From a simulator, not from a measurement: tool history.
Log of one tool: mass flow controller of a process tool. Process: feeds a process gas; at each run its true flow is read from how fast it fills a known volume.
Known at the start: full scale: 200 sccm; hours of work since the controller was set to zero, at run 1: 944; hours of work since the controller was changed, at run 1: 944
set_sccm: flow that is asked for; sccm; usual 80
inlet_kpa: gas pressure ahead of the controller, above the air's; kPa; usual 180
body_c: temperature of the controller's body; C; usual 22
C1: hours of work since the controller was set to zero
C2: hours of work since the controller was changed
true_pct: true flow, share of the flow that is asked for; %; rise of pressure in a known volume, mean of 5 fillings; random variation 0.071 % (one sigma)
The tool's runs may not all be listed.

Run 1, hour 0: usual settings; C1 944; C2 944. Result: true_pct 99.84 %.
Run 2, hour 174.9: usual settings; C1 1008; C2 1008. Result: true_pct 99.88 %.
Run 3, hour 449.7: usual settings; C1 1107; C2 1107. Result: true_pct 99.68 %.
Run 4, hour 700.9: usual settings; C1 1198; C2 1198. Result: true_pct 99.61 %.
Run 5, hour 974.4: usual settings but inlet_kpa 222 kPa; C1 1298; C2 1298. Result: true_pct 99.34 %.
Run 6, hour 1278.5: usual settings but set_sccm 36 sccm, inlet_kpa 222 kPa; C1 1408; C2 1408. Result: true_pct 99.32 %.
Run 7, hour 1434.4: usual settings but set_sccm 36 sccm, inlet_kpa 222 kPa; C1 1464; C2 1464. Result: true_pct 99.2 %.
Run 8, hour 1597.4: usual settings; C1 1523; C2 1523. Result: true_pct 99.35 %.
Run 9, hour 1734.6: usual settings; C1 1573; C2 1573. Result: true_pct 99.36 %.
Run 10, hour 2026.5: usual settings; C1 1679; C2 1679. Result: true_pct 99.23 %.
Run 11, hour 2272.8: usual settings; C1 1768; C2 1768. Result: true_pct 99.29 %.
Run 12, hour 2539.5: usual settings; C1 1865; C2 1865. Result: true_pct 99.03 %.
Run 13, hour 2790.3: usual settings; C1 1956; C2 1956. Result: true_pct 98.97 %.
Run 14, hour 3099.3: usual settings but set_sccm 23 sccm; C1 2068; C2 2068. Result: true_pct 98.72 %.
Run 15, hour 3382.9: usual settings but set_sccm 23 sccm, inlet_kpa 160 kPa; C1 2170; C2 2170. Result: true_pct 98.67 %.
Run 16, hour 3692.8: usual settings but set_sccm 72 sccm; C1 2283; C2 2283. Result: true_pct 98.63 %.
Run 17, hour 3877.7: usual settings but set_sccm 72 sccm; C1 2350; C2 2350. Result: true_pct 98.61 %.
Run 18, hour 4184.4: usual settings but set_sccm 72 sccm; C1 2461; C2 2461. Result: true_pct 98.6 %.
Run 19, hour 4433.2: usual settings but set_sccm 72 sccm, body_c 38 C; C1 2551; C2 2551. Result: true_pct 97.14 %.
Run 20, hour 4738.7: usual settings but set_sccm 72 sccm, body_c 38 C; C1 2662; C2 2662. Result: true_pct 97.16 %.
Run 21, hour 4877.3: usual settings but set_sccm 72 sccm, inlet_kpa 247 kPa, body_c 38 C; C1 2712; C2 2712. Result: true_pct 96.92 %.
Run 22, hour 5196.7: usual settings but set_sccm 72 sccm, inlet_kpa 247 kPa, body_c 38 C; C1 2828; C2 2828. Result: true_pct 96.81 %.
Run 23, hour 5417.1: usual settings but set_sccm 72 sccm, inlet_kpa 228 kPa, body_c 38 C; C1 2908; C2 2908. Result: true_pct 96.85 %.
Run 24, hour 5585.3: usual settings but set_sccm 72 sccm, inlet_kpa 228 kPa, body_c 38 C; C1 2969; C2 2969. Result: true_pct 96.78 %.
Run 25, hour 5751.9: usual settings but inlet_kpa 177 kPa; C1 3029; C2 3029. Result: true_pct 98.14 %.
Run 26, hour 6005.3: usual settings but set_sccm 82 sccm, inlet_kpa 155 kPa; C1 3121; C2 3121. Result: true_pct 98.15 %.
At hour 6204.3: gauge calibrated.
Run 27, hour 6217: usual settings but set_sccm 26 sccm, inlet_kpa 144 kPa; C1 3198; C2 3198. Result: true_pct 99.66 %.
Run 28, hour 6530.8: usual settings but set_sccm 26 sccm, inlet_kpa 144 kPa; C1 3311; C2 3311. Result: true_pct 99.8 %.
Run 29, hour 6666.2: usual settings but set_sccm 26 sccm, inlet_kpa 144 kPa; C1 3360; C2 3360. Result: true_pct 99.51 %.
Run 30, hour 6871.3: usual settings but set_sccm 26 sccm, inlet_kpa 144 kPa; C1 3435; C2 3435. Result: true_pct 99.54 %.
Run 31, hour 7157.8: usual settings but set_sccm 52 sccm, inlet_kpa 140 kPa; C1 3539; C2 3539. Result: true_pct 99.58 %.
Run 32, hour 7455.8: usual settings but set_sccm 42 sccm; C1 3647; C2 3647. Result: true_pct 99.36 %.
Run 33, hour 7777.5: usual settings but set_sccm 44 sccm, body_c 26 C; C1 3763; C2 3763. Result: true_pct 98.86 %.

Run 34 comes next. What will it give?
Run 34, hour 8085.2: usual settings but set_sccm 26 sccm, inlet_kpa 187 kPa, body_c 34 C; C1 3875; C2 3875. Result: true_pct ?.

{"run 34": {"true_pct": 98.1}}
Without the tool's hidden state the same run would have given true_pct 98.64 %.
